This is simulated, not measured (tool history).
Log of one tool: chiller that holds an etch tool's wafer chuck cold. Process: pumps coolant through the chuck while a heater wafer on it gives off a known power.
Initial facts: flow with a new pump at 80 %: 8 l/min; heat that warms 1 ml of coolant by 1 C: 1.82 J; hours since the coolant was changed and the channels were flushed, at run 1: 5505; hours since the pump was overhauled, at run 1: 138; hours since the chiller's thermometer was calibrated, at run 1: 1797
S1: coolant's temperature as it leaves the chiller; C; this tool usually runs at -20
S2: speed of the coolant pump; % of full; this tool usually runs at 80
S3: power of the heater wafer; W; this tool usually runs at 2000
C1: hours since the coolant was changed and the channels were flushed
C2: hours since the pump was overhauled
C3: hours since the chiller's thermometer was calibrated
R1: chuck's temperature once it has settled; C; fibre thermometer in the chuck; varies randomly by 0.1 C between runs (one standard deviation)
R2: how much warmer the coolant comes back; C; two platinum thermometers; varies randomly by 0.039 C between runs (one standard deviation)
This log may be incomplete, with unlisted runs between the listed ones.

{"run": 1, "hour": 0.0, "S1": -20, "S2": 80, "S3": 2000, "C1": 5505, "C2": 138, "C3": 1797, "R1": -3.4, "R2": 8.29}
{"run": 2, "hour": 35.3, "S1": -20, "S2": 80, "S3": 2000, "C1": 5540, "C2": 173, "C3": 1832, "R1": -3.6, "R2": 8.29}
{"run": 3, "hour": 82.0, "S1": -20, "S2": 80, "S3": 2000, "C1": 5587, "C2": 220, "C3": 1879, "R1": -3.6, "R2": 8.29}
{"run": 4, "hour": 131.1, "S1": -20, "S2": 80, "S3": 2000, "C1": 5636, "C2": 269, "C3": 1928, "R1": -3.6, "R2": 8.2}
{"run": 5, "hour": 169.1, "S1": -20, "S2": 80, "S3": 2000, "C1": 5674, "C2": 307, "C3": 1966, "R1": -3.6, "R2": 8.27}
{"run": 6, "hour": 219.0, "S1": -20, "S2": 80, "S3": 2000, "C1": 5724, "C2": 357, "C3": 2016, "R1": -3.6, "R2": 8.39}
{"run": 7, "hour": 247.6, "S1": -20, "S2": 80, "S3": 2000, "C1": 5753, "C2": 385, "C3": 2044, "R1": -3.4, "R2": 8.34}
{"run": 8, "hour": 277.5, "S1": -16, "S2": 80, "S3": 2000, "C1": 5783, "C2": 415, "C3": 2074, "R1": 0.4, "R2": 8.37}
{"run": 9, "hour": 305.5, "S1": -16, "S2": 80, "S3": 2000, "C1": 5811, "C2": 443, "C3": 2102, "R1": 0.4, "R2": 8.31}
{"run": 10, "hour": 357.9, "S1": -16, "S2": 80, "S3": 2000, "C1": 5863, "C2": 496, "C3": 2155, "R1": 0.4, "R2": 8.35}
{"run": 11, "hour": 410.7, "S1": -16, "S2": 80, "S3": 2000, "C1": 5916, "C2": 548, "C3": 2207, "R1": 0.5, "R2": 8.43}
{"run": 12, "hour": 434.7, "S1": -20, "S2": 80, "S3": 2000, "C1": 5940, "C2": 572, "C3": 2231, "R1": -3.6, "R2": 8.29}
{"run": 13, "hour": 461.4, "S1": -11, "S2": 80, "S3": 2000, "C1": 5967, "C2": 599, "C3": 2258, "R1": 5.3, "R2": 8.39}
{"run": 14, "hour": 501.7, "S1": -11, "S2": 80, "S3": 2000, "C1": 6007, "C2": 639, "C3": 2298, "R1": 5.3, "R2": 8.42}
{"run": 15, "hour": 527.4, "S1": -11, "S2": 80, "S3": 2000, "C1": 6033, "C2": 665, "C3": 2324, "R1": 5.4, "R2": 8.37}
{"run": 16, "hour": 549.7, "S1": -20, "S2": 83, "S3": 2000, "C1": 6055, "C2": 687, "C3": 2346, "R1": -3.9, "R2": 8.1}
{"run": 17, "hour": 574.6, "S1": -22, "S2": 80, "S3": 1405, "C1": 6080, "C2": 712, "C3": 2371, "R1": -10.5, "R2": 5.97}
{"run": 18, "hour": 597.0, "S1": -10, "S2": 64, "S3": 2951, "C1": 6102, "C2": 735, "C3": 2394, "R1": 18.1, "R2": 15.55}
{"run": 19, "hour": 635.1, "S1": -10, "S2": 64, "S3": 2951, "C1": 6140, "C2": 773, "C3": 2432, "R1": 18.1, "R2": 15.68}
{"run": 20, "hour": 665.7, "S1": -20, "S2": 80, "S3": 2495, "C1": 6171, "C2": 803, "C3": 2462, "R1": 0.5, "R2": 10.47}
{"run": 21, "hour": 708.7, "S1": -22, "S2": 83, "S3": 2183, "C1": 6214, "C2": 846, "C3": 2505, "R1": -4.6, "R2": 8.8}
{"run": 22, "hour": 731.5, "S1": -22, "S2": 83, "S3": 1956, "C1": 6237, "C2": 869, "C3": 2528, "R1": -6.3, "R2": 7.96}
{"run": 23, "hour": 777.0, "S1": -22, "S2": 83, "S3": 1956, "C1": 6282, "C2": 915, "C3": 2574, "R1": -6.2, "R2": 8.01}
{"run": 24, "hour": 816.0, "S1": -13, "S2": 80, "S3": 1737, "C1": 6321, "C2": 954, "C3": 2613, "R1": 1.1, "R2": 7.33}
{"run": 25, "hour": 860.0, "S1": -13, "S2": 70, "S3": 1737, "C1": 6365, "C2": 998, "C3": 2657, "R1": 2.6, "R2": 8.52}
{"hour": 882.8, "done": "chiller's thermometer calibrated"}
{"run": 26, "hour": 890.3, "S1": -24, "S2": 99, "S3": 1304, "C1": 6394, "C2": 1027, "C3": 7, "R1": -14.6, "R2": 4.52}
{"run": 27, "hour": 917.2, "S1": -15, "S2": 99, "S3": 1304, "C1": 6421, "C2": 1054, "C3": 34, "R1": -5.6, "R2": 4.56}
{"run": 28, "hour": 947.2, "S1": -22, "S2": 99, "S3": 1304, "C1": 6451, "C2": 1084, "C3": 64, "R1": -12.7, "R2": 4.56}
{"run": 29, "hour": 983.2, "S1": -17, "S2": 95, "S3": 1825, "C1": 6487, "C2": 1120, "C3": 100, "R1": -3.6, "R2": 6.61}
{"run": 30, "hour": 1011.0, "S1": -16, "S2": 70, "S3": 1825, "C1": 6515, "C2": 1148, "C3": 128, "R1": 0.4, "R2": 8.97}
{"run": 31, "hour": 1059.3, "S1": -28, "S2": 95, "S3": 2000, "C1": 6564, "C2": 1196, "C3": 177, "R1": -13.3, "R2": 7.18}

Forecast each of these 5 alternatives for the next run:
{"run": "A", "hour": 1096.0, "S1": -28, "S2": 72, "S3": 1016, "C1": 6600, "C2": 1233, "C3": 213, "R1": "?", "R2": "?"}
{"run": "B", "hour": 1096.0, "S1": -20, "S2": 63, "S3": 2000, "C1": 6600, "C2": 1233, "C3": 213, "R1": "?", "R2": "?"}
{"run": "C", "hour": 1096.0, "S1": -28, "S2": 82, "S3": 2000, "C1": 6600, "C2": 1233, "C3": 213, "R1": "?", "R2": "?"}
{"run": "D", "hour": 1096.0, "S1": -22, "S2": 95, "S3": 2000, "C1": 6600, "C2": 1233, "C3": 213, "R1": "?", "R2": "?"}
{"run": "E", "hour": 1096.0, "S1": -19, "S2": 69, "S3": 2197, "C1": 6600, "C2": 1233, "C3": 213, "R1": "?", "R2": "?"}

run=A R1=-19 R2=5.02
run=B R1=-0.7 R2=10.91
run=C R1=-11.9 R2=8.36
run=D R1=-7.4 R2=7.13
run=E R1=0.9 R2=10.88
Without the tool's unlogged condition, the same runs would have read:
run=A R1=-19.1 R2=4.73
run=B R1=-0.7 R2=10.62
run=C R1=-11.9 R2=8.07
run=D R1=-7.4 R2=6.84
run=E R1=0.9 R2=10.59
